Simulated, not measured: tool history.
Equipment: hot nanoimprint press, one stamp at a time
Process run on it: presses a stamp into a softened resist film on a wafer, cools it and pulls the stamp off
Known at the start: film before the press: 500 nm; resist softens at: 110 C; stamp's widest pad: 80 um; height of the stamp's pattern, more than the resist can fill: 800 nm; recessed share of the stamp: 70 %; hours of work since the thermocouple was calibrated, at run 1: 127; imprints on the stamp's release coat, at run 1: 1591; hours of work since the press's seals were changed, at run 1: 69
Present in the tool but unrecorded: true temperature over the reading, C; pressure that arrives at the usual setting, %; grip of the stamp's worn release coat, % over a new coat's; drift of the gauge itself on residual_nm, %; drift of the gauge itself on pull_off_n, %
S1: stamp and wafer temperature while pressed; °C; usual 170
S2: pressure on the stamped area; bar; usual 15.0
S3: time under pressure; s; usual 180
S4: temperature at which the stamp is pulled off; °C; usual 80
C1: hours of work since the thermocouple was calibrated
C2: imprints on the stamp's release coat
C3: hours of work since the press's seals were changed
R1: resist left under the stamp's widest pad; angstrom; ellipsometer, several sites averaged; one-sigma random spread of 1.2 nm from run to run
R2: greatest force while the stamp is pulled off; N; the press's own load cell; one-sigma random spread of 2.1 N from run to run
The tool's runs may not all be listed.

run,day,S1,S2,S3,S4,C1,C2,C3,R1,R2
1,0.000,170,15.0,180,80,127,1591,69,2422,117
2,0.412,170,15.0,180,80,134,1626,75,2416,116
3,0.879,170,15.0,180,80,142,1665,83,2404,114
# day 1.604: stamp cleaned and given a new release coat
4,1.654,170,15.0,180,80,151,4,92,2405,111
5,2.204,170,15.0,180,80,160,51,101,2405,113
6,2.517,170,21.0,180,80,165,77,106,2019,111
7,2.804,170,21.0,180,80,170,102,111,2001,114
8,3.162,170,21.0,180,80,176,132,117,2007,116
9,3.583,170,9.2,292,80,183,168,124,2629,113
10,3.921,175,15.0,119,82,188,197,129,2375,106

Take each entry between the runs: how does the hidden state at the last listed run before it differ from the hidden state at the first listed run after it?
Logged between run 3 and run 4: stamp cleaned and given a new release coat (day 1.604)
  true temperature over the reading, C: 0.05 -> 0.06; pressure that arrives at the usual setting, %: 99.94 -> 99.93; grip of the stamp's worn release coat, % over a new coat's: 1.7 -> 0
